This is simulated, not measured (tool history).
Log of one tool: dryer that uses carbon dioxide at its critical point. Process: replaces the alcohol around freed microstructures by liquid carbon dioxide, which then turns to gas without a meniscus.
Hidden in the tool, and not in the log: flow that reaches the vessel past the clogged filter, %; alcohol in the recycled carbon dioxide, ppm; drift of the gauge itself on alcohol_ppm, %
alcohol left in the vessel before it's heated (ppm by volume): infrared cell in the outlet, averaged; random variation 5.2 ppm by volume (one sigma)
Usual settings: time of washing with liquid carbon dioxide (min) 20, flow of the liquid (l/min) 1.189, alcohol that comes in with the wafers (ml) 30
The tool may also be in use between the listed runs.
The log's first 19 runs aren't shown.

run	hour	time of washing with liquid carbon dioxide (min)	flow of the liquid (l/min)	alcohol that comes in with the wafers (ml)	hours of work since the filter was changed	hours of work since the purifier's bed was changed	alcohol left in the vessel before it's heated (ppm by volume)
20	472.4	20	1.189	30	390	390	199
21	496.0	20	1.189	30	397	397	199
22	523.4	20	1.189	30	406	406	191
23	559.6	20	1.189	30	418	418	205
24	577.3	30	1.230	30	424	424	100
25	607.2	29	1.230	31	434	434	93
26	638.6	29	1.230	31	444	444	98
27	656.3	29	1.230	31	450	450	111
28	672.1	29	1.230	31	455	455	105
29	706.0	19	1.189	36	466	466	287
30	732.5	20	1.130	22	475	475	217
31	761.4	27	1.130	46	485	485	164
32	781.7	20	2.010	37	491	491	106
# hour 784.4: inlet filter changed
33	803.2	20	1.550	89	6	498	167

Run 34 comes next. What will it give?
34	828.7	20	1.550	89	15	506	?

{"run 34": {"alcohol left in the vessel before it's heated (ppm by volume)": 158}}
Without the tool's hidden state the same run would have given alcohol left in the vessel before it's heated (ppm by volume) 60.
